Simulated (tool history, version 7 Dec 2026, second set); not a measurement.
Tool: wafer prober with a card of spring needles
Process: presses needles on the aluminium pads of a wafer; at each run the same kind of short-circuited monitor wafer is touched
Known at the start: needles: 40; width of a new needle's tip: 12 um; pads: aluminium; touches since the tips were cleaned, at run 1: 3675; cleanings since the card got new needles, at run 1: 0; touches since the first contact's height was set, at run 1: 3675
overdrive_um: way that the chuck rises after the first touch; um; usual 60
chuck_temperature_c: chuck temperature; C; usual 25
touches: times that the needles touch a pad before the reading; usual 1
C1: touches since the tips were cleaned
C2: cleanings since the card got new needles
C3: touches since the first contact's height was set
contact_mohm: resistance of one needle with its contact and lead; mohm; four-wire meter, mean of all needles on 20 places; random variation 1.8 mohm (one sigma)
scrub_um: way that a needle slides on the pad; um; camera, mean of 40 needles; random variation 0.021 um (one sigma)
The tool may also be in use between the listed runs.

Run 1, day 0: usual settings; C1 3675; C2 0; C3 3675. Result: contact_mohm 323 mohm, scrub_um 10.33 um.
At day 0.204: tips cleaned on abrasive film.
Run 2, day 0.454: usual settings but chuck_temperature_c 96 C; C1 2141; C2 1; C3 7490. Result: contact_mohm 300 mohm, scrub_um 10.33 um.
At day 0.817: tips cleaned on abrasive film.
Run 3, day 1.188: usual settings but chuck_temperature_c 96 C; C1 3142; C2 2; C3 13648. Result: contact_mohm 319 mohm, scrub_um 10.28 um.
At day 1.45: tips cleaned on abrasive film.
Run 4, day 1.596: usual settings but chuck_temperature_c 96 C; C1 1236; C2 3; C3 17073. Result: contact_mohm 271 mohm, scrub_um 10.29 um.
At day 2.096: tips cleaned on abrasive film.
Run 5, day 2.112: usual settings but chuck_temperature_c 96 C; C1 151; C2 4; C3 21402. Result: contact_mohm 226 mohm, scrub_um 10.25 um.
At day 2.708: tips cleaned on abrasive film.
Run 6, day 2.804: usual settings but chuck_temperature_c 96 C; C1 799; C2 5; C3 27187. Result: contact_mohm 253 mohm, scrub_um 10.2 um.
At day 3.367: tips cleaned on abrasive film.
Run 7, day 3.425: usual settings but chuck_temperature_c 96 C; C1 507; C2 6; C3 32416. Result: contact_mohm 235 mohm, scrub_um 10.22 um.
Run 8, day 3.917: usual settings but chuck_temperature_c 96 C; C1 4671; C2 6; C3 36580. Result: contact_mohm 342 mohm, scrub_um 10.22 um.
At day 3.983: tips cleaned on abrasive film.
At day 4.638: tips cleaned on abrasive film.
Run 9, day 4.7: usual settings but chuck_temperature_c 96 C; C1 532; C2 8; C3 43123. Result: contact_mohm 243 mohm, scrub_um 10.15 um.
At day 5.246: tips cleaned on abrasive film.
Run 10, day 5.267: usual settings but touches 3; C1 173; C2 9; C3 47880. Result: contact_mohm 196 mohm, scrub_um 10.15 um.
Run 11, day 5.725: usual settings but touches 3; C1 4027; C2 9; C3 51734. Result: contact_mohm 243 mohm, scrub_um 10.15 um.
At day 5.908: tips cleaned on abrasive film.
Run 12, day 6.1: usual settings but touches 3; C1 1608; C2 10; C3 54884. Result: contact_mohm 220 mohm, scrub_um 10.11 um.
Run 13, day 6.458: usual settings but touches 3; C1 4646; C2 10; C3 57922. Result: contact_mohm 245 mohm, scrub_um 10.15 um.
At day 6.579: tips cleaned on abrasive film.
Run 14, day 6.808: usual settings but touches 3; C1 1948; C2 11; C3 60848. Result: contact_mohm 230 mohm, scrub_um 10.1 um.
At day 7.221: tips cleaned on abrasive film.
Run 15, day 7.592: usual settings but touches 2; C1 3134; C2 12; C3 67430. Result: contact_mohm 271 mohm, scrub_um 10.07 um.
At day 7.883: tips cleaned on abrasive film.
Run 16, day 8.138: usual settings; C1 2134; C2 13; C3 71984. Result: contact_mohm 301 mohm, scrub_um 10.08 um.
At day 8.529: tips cleaned on abrasive film.
Run 17, day 8.846: usual settings; C1 2672; C2 14; C3 77959. Result: contact_mohm 315 mohm, scrub_um 10.06 um.
At day 9.154: tips cleaned on abrasive film.
Run 18, day 9.429: usual settings; C1 2341; C2 15; C3 82852. Result: contact_mohm 315 mohm, scrub_um 10.03 um.
At day 9.792: tips cleaned on abrasive film.
Run 19, day 10.125: usual settings but overdrive_um 51 um; C1 2812; C2 16; C3 88692. Result: contact_mohm 365 mohm, scrub_um 8.46 um.
At day 10.408: tips cleaned on abrasive film.
Run 20, day 10.771: usual settings but overdrive_um 51 um, chuck_temperature_c 87 C; C1 3051; C2 17; C3 94099. Result: contact_mohm 385 mohm, scrub_um 8.44 um.
At day 11.008: height of the first contact set anew.
At day 11.062: tips cleaned on abrasive film.
Run 21, day 11.329: usual settings but overdrive_um 47 um, chuck_temperature_c 31 C; C1 2249; C2 18; C3 2671. Result: contact_mohm 368 mohm, scrub_um 8.08 um.
At day 11.729: tips cleaned on abrasive film.
Run 22, day 11.917: usual settings but overdrive_um 50 um, chuck_temperature_c 54 C, touches 3; C1 1582; C2 19; C3 7611. Result: contact_mohm 237 mohm, scrub_um 8.61 um.
At day 12.396: tips cleaned on abrasive film.
Run 23, day 12.621: usual settings but overdrive_um 50 um, chuck_temperature_c 54 C, touches 3; C1 1911; C2 20; C3 13527. Result: contact_mohm 244 mohm, scrub_um 8.57 um.
At day 13.025: tips cleaned on abrasive film.
Run 24, day 13.125: usual settings but chuck_temperature_c 103 C; C1 827; C2 21; C3 17737. Result: contact_mohm 256 mohm, scrub_um 10.28 um.
At day 13.633: tips cleaned on abrasive film.
Run 25, day 13.817: usual settings but overdrive_um 57 um, chuck_temperature_c 32 C, touches 2; C1 1548; C2 22; C3 23578. Result: contact_mohm 250 mohm, scrub_um 9.73 um.
At day 14.3: tips cleaned on abrasive film.
Run 26, day 14.4: usual settings but chuck_temperature_c 53 C, touches 2; C1 864; C2 23; C3 28466. Result: contact_mohm 229 mohm, scrub_um 10.23 um.
Run 27, day 14.733: usual settings but chuck_temperature_c 53 C, touches 2; C1 3689; C2 23; C3 31291. Result: contact_mohm 279 mohm, scrub_um 10.23 um.
At day 14.917: tips cleaned on abrasive film.
Run 28, day 15.071: usual settings but chuck_temperature_c 38 C; C1 1314; C2 24; C3 34099. Result: contact_mohm 271 mohm, scrub_um 10.19 um.
Run 29, day 15.517: usual settings but overdrive_um 45 um, chuck_temperature_c 31 C, touches 2; C1 5062; C2 24; C3 37847. Result: contact_mohm 368 mohm, scrub_um 7.61 um.
At day 15.562: tips cleaned on abrasive film.
Run 30, day 15.888: usual settings but overdrive_um 44 um, chuck_temperature_c 27 C, touches 2; C1 2755; C2 25; C3 40962. Result: contact_mohm 336 mohm, scrub_um 7.4 um.
At day 16.196: tips cleaned on abrasive film.
Run 31, day 16.617: usual settings but overdrive_um 42 um, chuck_temperature_c 50 C, touches 2; C1 3557; C2 26; C3 47099. Result: contact_mohm 373 mohm, scrub_um 7.09 um.
At day 16.829: tips cleaned on abrasive film.
Run 32, day 17.021: usual settings but overdrive_um 57 um, touches 2; C1 1620; C2 27; C3 50477. Result: contact_mohm 257 mohm, scrub_um 9.65 um.
Run 33, day 17.371: usual settings but chuck_temperature_c 112 C; C1 4564; C2 27; C3 53421. Result: contact_mohm 348 mohm, scrub_um 10.14 um.

3 ways to go on from here, each from the tool as it stands after run 33. What would each give?
At day 17.496: tips cleaned on abrasive film.
At day 18.108: tips cleaned on abrasive film.
Run A, day 18.108: usual settings but overdrive_um 43 um, touches 3; C1 0; C2 29; C3 59574. Result: contact_mohm ?, scrub_um ?.
At day 17.496: tips cleaned on abrasive film.
At day 18.108: tips cleaned on abrasive film.
Run B, day 18.108: usual settings but chuck_temperature_c 56 C; C1 0; C2 29; C3 59574. Result: contact_mohm ?, scrub_um ?.
At day 17.496: tips cleaned on abrasive film.
At day 18.108: tips cleaned on abrasive film.
Run C, day 18.108: usual settings but overdrive_um 62 um, chuck_temperature_c 26 C, touches 2; C1 0; C2 29; C3 59574. Result: contact_mohm ?, scrub_um ?.

run  contact_mohm  scrub_um
  A           202      7.16
  B           208     10.11
  C           194     10.48
Without the tool's hidden state the same runs would have given:
run  contact_mohm  scrub_um
  A           189      7.39
  B           191     10.34
  C           184     10.71
